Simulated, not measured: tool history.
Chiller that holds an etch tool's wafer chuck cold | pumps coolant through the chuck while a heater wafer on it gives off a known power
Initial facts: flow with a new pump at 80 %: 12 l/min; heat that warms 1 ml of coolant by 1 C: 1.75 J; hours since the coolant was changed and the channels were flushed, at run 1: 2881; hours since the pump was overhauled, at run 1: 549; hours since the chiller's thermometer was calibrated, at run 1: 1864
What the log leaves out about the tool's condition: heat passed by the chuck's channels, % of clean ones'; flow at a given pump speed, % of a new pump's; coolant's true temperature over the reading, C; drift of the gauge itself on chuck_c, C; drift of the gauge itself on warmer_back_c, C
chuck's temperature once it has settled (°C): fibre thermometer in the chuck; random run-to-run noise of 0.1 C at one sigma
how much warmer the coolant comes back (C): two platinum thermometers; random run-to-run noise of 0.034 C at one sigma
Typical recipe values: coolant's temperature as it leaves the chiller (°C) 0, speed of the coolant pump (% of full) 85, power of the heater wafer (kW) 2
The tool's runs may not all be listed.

run    hour  coolant's temperature as it leaves the chiller (°C)  speed of the coolant pump (% of full)  power of the heater wafer (kW)  hours since the coolant was changed and the channels were flushed  hours since the pump was overhauled  hours since the chiller's thermometer was calibrated  chuck's temperature once it has settled (°C)  how much warmer the coolant comes back (C)
  1       0                                                    0                                     85                               2                                                               2881                                  549                                                  1864                                          13.5                                        5.38
  2      28                                                    0                                     85                               2                                                               2909                                  577                                                  1892                                          13.5                                        5.37
  3    74.7                                                    4                                     85                               2                                                               2956                                  624                                                  1938                                          17.5                                        5.39
  4   140.4                                                    4                                     85                               2                                                               3021                                  690                                                  2004                                          17.5                                        5.39
  5   181.4                                                    4                                     85                               2                                                               3062                                  731                                                  2045                                          17.4                                        5.37
  6     231                                                    4                                     85                               2                                                               3112                                  780                                                  2095                                          17.6                                        5.36
      284.4  -- chiller's thermometer calibrated
  7   299.4                                                    8                                     85                               2                                                               3179                                  848                                                    15                                          21.6                                        5.38
  8   340.5                                                   -4                                     85                               2                                                               3220                                  889                                                    56                                           9.3                                        5.34
  9   404.3                                                    0                                     82                               2                                                               3284                                  953                                                   120                                          13.8                                        5.56
 10   433.1                                                    0                                     82                               2                                                               3313                                  981                                                   149                                          13.9                                        5.62
 11     485                                                    0                                     82                               2                                                               3365                                 1033                                                   201                                          13.9                                        5.54
 12   517.1                                                    0                                     64                               2                                                               3397                                 1065                                                   233                                          16.2                                        7.09
 13   559.8                                                    0                                     85                               2                                                               3440                                 1108                                                   275                                          13.4                                        5.34
 14     589                                                    0                                     85                               2                                                               3469                                 1137                                                   305                                          13.5                                         5.3
 15   658.6                                                    0                                     85                           1.052                                                               3539                                 1207                                                   374                                           7.2                                        2.79
 16   716.9                                                    3                                     85                               2                                                               3597                                 1265                                                   432                                          16.5                                        5.41
 17   777.7                                                    3                                     98                               2                                                               3658                                 1326                                                   493                                          15.5                                        4.64
 18   815.8                                                    0                                     72                               2                                                               3696                                 1364                                                   531                                          14.9                                        6.36
 19   855.5                                                    0                                     85                           1.271                                                               3736                                 1404                                                   571                                           8.6                                        3.44
 20   887.4                                                   -1                                     80                           2.226                                                               3767                                 1436                                                   603                                          14.7                                        6.31
 21   952.1                                                   -1                                     86                           2.226                                                               3832                                 1500                                                   668                                          14.1                                        5.83
 22    1003                                                    8                                     86                           2.226                                                               3883                                 1551                                                   719                                            23                                        5.97
 23  1067.5                                                    3                                     68                           1.577                                                               3948                                 1616                                                   783                                          15.2                                        5.26
 24  1128.2                                                    3                                     68                           1.577                                                               4008                                 1677                                                   844                                          15.3                                        5.28
 25  1159.8                                                   -6                                     78                           2.031                                                               4040                                 1708                                                   875                                           8.4                                        5.93
 26  1218.8                                                   -4                                     82                           2.923                                                               4099                                 1767                                                   934                                          16.3                                        8.16
 27  1252.9                                                   -4                                     82                           2.923                                                               4133                                 1801                                                   968                                          16.2                                        8.18
 28  1297.3                                                   -5                                     96                           2.257                                                               4177                                 1846                                                  1013                                           9.2                                        5.39
 29  1336.7                                                   -5                                     96                           2.257                                                               4217                                 1885                                                  1052                                           9.2                                        5.42
 30  1402.1                                                   -7                                     79                               2                                                               4282                                 1950                                                  1118                                             7                                        5.78
 31  1430.3                                                   -7                                     79                               2                                                               4310                                 1979                                                  1146                                             7                                        5.72

Hidden condition of the tool, last listed run before each entry between runs versus first listed run after:
Logged between run 6 and run 7: chiller's thermometer calibrated (hour 284.4)
  no difference in the tool's unlogged condition between these two runs
